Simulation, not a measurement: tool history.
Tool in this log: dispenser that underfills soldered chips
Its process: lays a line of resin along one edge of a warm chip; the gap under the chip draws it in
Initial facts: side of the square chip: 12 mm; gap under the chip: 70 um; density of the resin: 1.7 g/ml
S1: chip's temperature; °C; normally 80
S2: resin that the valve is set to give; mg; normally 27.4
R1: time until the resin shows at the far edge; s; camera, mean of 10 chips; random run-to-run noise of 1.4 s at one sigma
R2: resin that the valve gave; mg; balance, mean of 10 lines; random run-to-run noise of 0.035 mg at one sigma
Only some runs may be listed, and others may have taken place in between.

run	hour	S1	S2	R1	R2
1	0	80	27.4	181.9	27.21
# hour 2.2: new syringe of resin
2	4.3	80	27.4	152	27.05
3	11.6	80	27.4	184.2	27.08
# hour 13.3: new syringe of resin
4	17.1	80	27.4	154.7	26.97
5	22.7	80	27.4	186.8	26.91
# hour 24.2: new syringe of resin
6	30.2	80	31	167.1	30.42
# hour 35.1: new syringe of resin
7	35.1	80	29.6	135.4	28.98
8	39.4	84	27.4	138.8	26.85
9	44.9	84	27.4	166.1	26.75
# hour 46.5: new syringe of resin
10	49	80	27.4	149.1	26.81
11	55	94	27.4	120.8	26.66
# hour 57.8: new syringe of resin
# hour 61: dispensing valve cleaned and set on the balance
12	61.2	93	24.1	107.1	24.12
13	67.5	74	24.8	221.3	24.83
# hour 69.6: new syringe of resin
14	73.1	80	29.9	153.2	29.84
15	79.6	80	29.9	186.2	29.8
# hour 80.6: new syringe of resin
16	88.3	79	27.4	182.7	27.2
# hour 91.6: new syringe of resin
17	94	81	27.5	146.8	27.28
18	98.1	70	24.4	240.5	24.18

Predict the results of run 19:
# hour 102.9: new syringe of resin
19	105.1	70	24.4	?	?

{"run 19": {"R1": 217.1, "R2": 24.14}}
Minus the tool's unlogged condition, the same run would have read R1 190.4 s, R2 24.45 mg.
